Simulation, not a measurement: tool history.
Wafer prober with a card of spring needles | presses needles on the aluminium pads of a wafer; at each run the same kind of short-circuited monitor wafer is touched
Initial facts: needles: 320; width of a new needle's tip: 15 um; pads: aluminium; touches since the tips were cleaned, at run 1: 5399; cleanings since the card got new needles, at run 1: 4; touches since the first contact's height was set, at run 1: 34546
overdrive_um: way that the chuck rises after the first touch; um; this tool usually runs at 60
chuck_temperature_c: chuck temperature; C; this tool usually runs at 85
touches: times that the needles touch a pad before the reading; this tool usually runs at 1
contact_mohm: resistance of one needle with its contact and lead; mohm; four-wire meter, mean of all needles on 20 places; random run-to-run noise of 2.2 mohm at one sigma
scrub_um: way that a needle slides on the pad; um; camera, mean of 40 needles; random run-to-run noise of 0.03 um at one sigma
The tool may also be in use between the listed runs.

| run | day | overdrive_um | chuck_temperature_c | touches | touches since the tips were cleaned | cleanings since the card got new needles | touches since the first contact's height was set | contact_mohm | scrub_um |
|---|---|---|---|---|---|---|---|---|---|
| 1 | 0 | 60 | 85 | 1 | 5399 | 4 | 34546 | 436 | 16.34 |
|  | 0.096 | tips cleaned on abrasive film |
| 2 | 0.525 | 60 | 85 | 1 | 4106 | 5 | 39530 | 398 | 16.3 |
|  | 0.792 | tips cleaned on abrasive film |
| 3 | 0.883 | 60 | 85 | 1 | 882 | 6 | 42920 | 311 | 16.33 |
|  | 1.475 | tips cleaned on abrasive film |
| 4 | 1.696 | 60 | 46 | 1 | 2113 | 7 | 50633 | 343 | 16.32 |
|  | 2.142 | tips cleaned on abrasive film |
| 5 | 2.392 | 60 | 46 | 1 | 2391 | 8 | 57246 | 365 | 16.22 |
|  | 2.833 | tips cleaned on abrasive film |
| 6 | 3.175 | 60 | 85 | 1 | 3275 | 9 | 64668 | 386 | 16.26 |
|  | 3.521 | tips cleaned on abrasive film |
| 7 | 3.521 | 60 | 85 | 1 | 0 | 10 | 67946 | 261 | 16.28 |
| 8 | 3.867 | 60 | 85 | 1 | 3274 | 10 | 71220 | 385 | 16.29 |
|  | 4.2 | tips cleaned on abrasive film |
| 9 | 4.483 | 60 | 85 | 1 | 2709 | 11 | 77098 | 373 | 16.25 |
|  | 4.904 | tips cleaned on abrasive film |
| 10 | 4.95 | 60 | 86 | 1 | 446 | 12 | 81495 | 281 | 16.26 |
| 11 | 5.392 | 60 | 86 | 1 | 4679 | 12 | 85728 | 405 | 16.23 |
|  | 5.596 | tips cleaned on abrasive film |
| 12 | 6.054 | 60 | 86 | 1 | 4345 | 13 | 91987 | 411 | 16.18 |
|  | 6.262 | tips cleaned on abrasive film |
| 13 | 6.421 | 44 | 86 | 1 | 1483 | 14 | 95451 | 404 | 11.85 |
| 14 | 6.758 | 44 | 86 | 1 | 4737 | 14 | 98705 | 559 | 11.82 |
|  | 6.929 | tips cleaned on abrasive film |
| 15 | 7.371 | 44 | 86 | 1 | 4217 | 15 | 104508 | 559 | 11.82 |
|  | 7.604 | tips cleaned on abrasive film |
| 16 | 7.946 | 44 | 86 | 2 | 3292 | 16 | 109965 | 415 | 11.84 |
|  | 8.275 | tips cleaned on abrasive film |
| 17 | 8.4 | 44 | 86 | 2 | 1212 | 17 | 114251 | 340 | 11.79 |
|  | 8.929 | tips cleaned on abrasive film |
| 18 | 9.008 | 43 | 87 | 2 | 737 | 18 | 120004 | 311 | 11.51 |
| 19 | 9.446 | 43 | 87 | 2 | 4945 | 18 | 124212 | 445 | 11.48 |
|  | 9.592 | tips cleaned on abrasive film |
|  | 10.246 | tips cleaned on abrasive film |
| 20 | 10.246 | 43 | 87 | 2 | 0 | 20 | 131773 | 269 | 11.52 |
|  | 10.95 | tips cleaned on abrasive film |
| 21 | 11.025 | 67 | 87 | 3 | 726 | 21 | 139152 | 255 | 18.08 |
|  | 11.6 | tips cleaned on abrasive film |
| 22 | 11.658 | 67 | 87 | 3 | 545 | 22 | 145170 | 256 | 17.98 |
| 23 | 12.221 | 62 | 85 | 3 | 5918 | 22 | 150543 | 316 | 16.69 |
|  | 12.275 | tips cleaned on abrasive film |
|  | 12.967 | tips cleaned on abrasive film |
| 24 | 13.054 | 62 | 85 | 3 | 849 | 24 | 158418 | 261 | 16.63 |
|  | 13.638 | tips cleaned on abrasive film |
| 25 | 13.842 | 60 | 85 | 2 | 1984 | 25 | 165913 | 305 | 16.07 |
| 26 | 14.229 | 42 | 48 | 1 | 5671 | 25 | 169600 | 643 | 11.16 |

Estimate the outcome of run 27 from the log above:
|  | 14.308 | tips cleaned on abrasive film |
| 27 | 14.612 | 64 | 48 | 1 | 2909 | 26 | 173211 | ? | ? |

{"run 27": {"contact_mohm": 372, "scrub_um": 17.16}}
On a tool with no hidden condition, and with the same random variation, this run would have come out at contact_mohm 234 mohm, scrub_um 17.46 um.
